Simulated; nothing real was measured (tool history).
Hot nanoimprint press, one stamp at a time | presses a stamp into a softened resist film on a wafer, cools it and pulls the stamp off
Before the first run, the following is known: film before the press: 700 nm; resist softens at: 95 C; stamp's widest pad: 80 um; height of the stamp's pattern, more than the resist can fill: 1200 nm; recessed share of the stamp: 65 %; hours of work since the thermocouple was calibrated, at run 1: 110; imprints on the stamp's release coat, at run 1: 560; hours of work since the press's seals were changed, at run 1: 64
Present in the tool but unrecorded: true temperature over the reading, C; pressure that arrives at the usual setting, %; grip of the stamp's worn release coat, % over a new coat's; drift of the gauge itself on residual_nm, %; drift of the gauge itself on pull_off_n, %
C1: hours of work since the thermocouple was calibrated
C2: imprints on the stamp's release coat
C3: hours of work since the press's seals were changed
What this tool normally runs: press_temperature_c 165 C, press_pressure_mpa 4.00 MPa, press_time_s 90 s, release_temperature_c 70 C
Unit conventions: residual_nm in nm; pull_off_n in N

Run 1, hour 0.0: usual settings; C1 110; C2 560; C3 64. Result: residual_nm 384.3 nm, pull_off_n 143 N.
Run 2, hour 92.0: usual settings; C1 176; C2 908; C3 129. Result: residual_nm 383.5 nm, pull_off_n 143 N.
At hour 102.9: stamp cleaned and given a new release coat.
Run 3, hour 155.1: usual settings; C1 217; C2 198; C3 170. Result: residual_nm 378.9 nm, pull_off_n 142 N.
Run 4, hour 245.3: usual settings; C1 281; C2 538; C3 234. Result: residual_nm 386.2 nm, pull_off_n 143 N.
Run 5, hour 320.8: usual settings; C1 335; C2 823; C3 288. Result: residual_nm 381.3 nm, pull_off_n 141 N.
At hour 355.6: stamp cleaned and given a new release coat.
Run 6, hour 402.8: usual settings; C1 389; C2 178; C3 342. Result: residual_nm 383.4 nm, pull_off_n 141 N.
Run 7, hour 464.7: usual settings; C1 433; C2 412; C3 387. Result: residual_nm 383.4 nm, pull_off_n 142 N.
Run 8, hour 525.1: usual settings; C1 476; C2 641; C3 430. Result: residual_nm 381.4 nm, pull_off_n 140 N.
At hour 605.6: stamp cleaned and given a new release coat.
Run 9, hour 605.6: usual settings; C1 529; C2 0; C3 483. Result: residual_nm 380.1 nm, pull_off_n 143 N.
At hour 691.0: plate thermocouple calibrated.
Run 10, hour 691.2: usual settings but release_temperature_c 71 C; C1 0; C2 312; C3 542. Result: residual_nm 381.6 nm, pull_off_n 138 N.
Run 11, hour 761.9: usual settings but release_temperature_c 71 C; C1 51; C2 579; C3 592. Result: residual_nm 382.7 nm, pull_off_n 138 N.
Run 12, hour 842.4: usual settings but release_temperature_c 71 C; C1 108; C2 883; C3 650. Result: residual_nm 382.0 nm, pull_off_n 139 N.
At hour 860.2: stamp cleaned and given a new release coat.
Run 13, hour 925.8: usual settings but release_temperature_c 71 C; C1 163; C2 248; C3 705. Result: residual_nm 383.8 nm, pull_off_n 139 N.
Run 14, hour 993.4: usual settings but release_temperature_c 71 C; C1 211; C2 503; C3 753. Result: residual_nm 381.7 nm, pull_off_n 138 N.
Run 15, hour 1030.7: usual settings; C1 238; C2 644; C3 780. Result: residual_nm 382.9 nm, pull_off_n 144 N.
Run 16, hour 1084.6: usual settings; C1 277; C2 848; C3 818. Result: residual_nm 385.4 nm, pull_off_n 144 N.
At hour 1112.7: stamp cleaned and given a new release coat.
Run 17, hour 1178.7: usual settings but press_temperature_c 167 C, press_pressure_mpa 2.69 MPa, release_temperature_c 60 C; C1 339; C2 249; C3 881. Result: residual_nm 434.2 nm, pull_off_n 177 N.
Run 18, hour 1226.4: usual settings but press_temperature_c 167 C, press_pressure_mpa 2.69 MPa, release_temperature_c 60 C; C1 373; C2 430; C3 915. Result: residual_nm 431.1 nm, pull_off_n 173 N.
Run 19, hour 1293.2: usual settings but press_pressure_mpa 5.71 MPa, release_temperature_c 59 C; C1 421; C2 682; C3 963. Result: residual_nm 316.2 nm, pull_off_n 178 N.
Run 20, hour 1349.1: usual settings but press_temperature_c 164 C, press_pressure_mpa 6.34 MPa, press_time_s 121 s, release_temperature_c 76 C; C1 461; C2 893; C3 1003. Result: residual_nm 282.2 nm, pull_off_n 123 N.
At hour 1367.5: stamp cleaned and given a new release coat.
Run 21, hour 1404.6: usual settings but press_time_s 88 s, release_temperature_c 74 C; C1 496; C2 140; C3 1038. Result: residual_nm 386.6 nm, pull_off_n 129 N.
Run 22, hour 1470.9: usual settings but press_time_s 88 s, release_temperature_c 74 C; C1 544; C2 391; C3 1085. Result: residual_nm 385.5 nm, pull_off_n 128 N.
At hour 1533.7: plate thermocouple calibrated.
Run 23, hour 1549.9: usual settings but press_temperature_c 173 C, press_pressure_mpa 4.53 MPa, press_time_s 81 s; C1 12; C2 678; C3 1139. Result: residual_nm 260.2 nm, pull_off_n 145 N.
At hour 1620.5: stamp cleaned and given a new release coat.
Run 24, hour 1629.4: usual settings but press_pressure_mpa 2.86 MPa, release_temperature_c 72 C; C1 64; C2 34; C3 1192. Result: residual_nm 449.0 nm, pull_off_n 136 N.
Run 25, hour 1676.7: usual settings but press_temperature_c 170 C, press_pressure_mpa 4.02 MPa, press_time_s 75 s, release_temperature_c 77 C; C1 98; C2 212; C3 1226. Result: residual_nm 327.3 nm, pull_off_n 119 N.
At hour 1732.6: press's hydraulic seals changed and the load cell set to zero.
Run 26, hour 1758.3: usual settings but press_temperature_c 174 C, press_time_s 86 s; C1 150; C2 490; C3 18. Result: residual_nm 263.7 nm, pull_off_n 143 N.
Run 27, hour 1818.6: usual settings but press_temperature_c 177 C, press_pressure_mpa 2.77 MPa; C1 193; C2 718; C3 61. Result: residual_nm 284.3 nm, pull_off_n 144 N.
Run 28, hour 1855.7: usual settings but press_temperature_c 177 C, press_pressure_mpa 3.90 MPa, release_temperature_c 66 C; C1 220; C2 858; C3 88. Result: residual_nm 230.5 nm, pull_off_n 157 N.
At hour 1879.3: stamp cleaned and given a new release coat.
Run 29, hour 1949.4: usual settings but press_pressure_mpa 2.71 MPa, press_time_s 69 s, release_temperature_c 67 C; C1 282; C2 265; C3 150. Result: residual_nm 495.2 nm, pull_off_n 151 N.
Run 30, hour 2004.9: usual settings but press_pressure_mpa 3.46 MPa, press_time_s 54 s; C1 322; C2 475; C3 190. Result: residual_nm 465.5 nm, pull_off_n 144 N.

Consider 3 possible next runs. They are alternatives, not a sequence: every one starts from the tool as it was left by run 30. What does each give?
Run A, hour 2090.8: usual settings but press_pressure_mpa 4.51 MPa, press_time_s 110 s, release_temperature_c 72 C; C1 383; C2 799; C3 251. Result: residual_nm ?, pull_off_n ?.
Run B, hour 2090.8: usual settings but press_pressure_mpa 3.46 MPa, press_time_s 54 s, release_temperature_c 59 C; C1 383; C2 799; C3 251. Result: residual_nm ?, pull_off_n ?.
Run C, hour 2090.8: usual settings but press_pressure_mpa 3.72 MPa, press_time_s 54 s; C1 383; C2 799; C3 251. Result: residual_nm ?, pull_off_n ?.

run  residual_nm  pull_off_n
  A        335.1         135
  B        469.2         178
  C        454.7         142
With the hidden condition removed and each run's random variation left untouched, the same runs would have given:
run  residual_nm  pull_off_n
  A        334.8         135
  B        468.8         177
  C        454.4         142
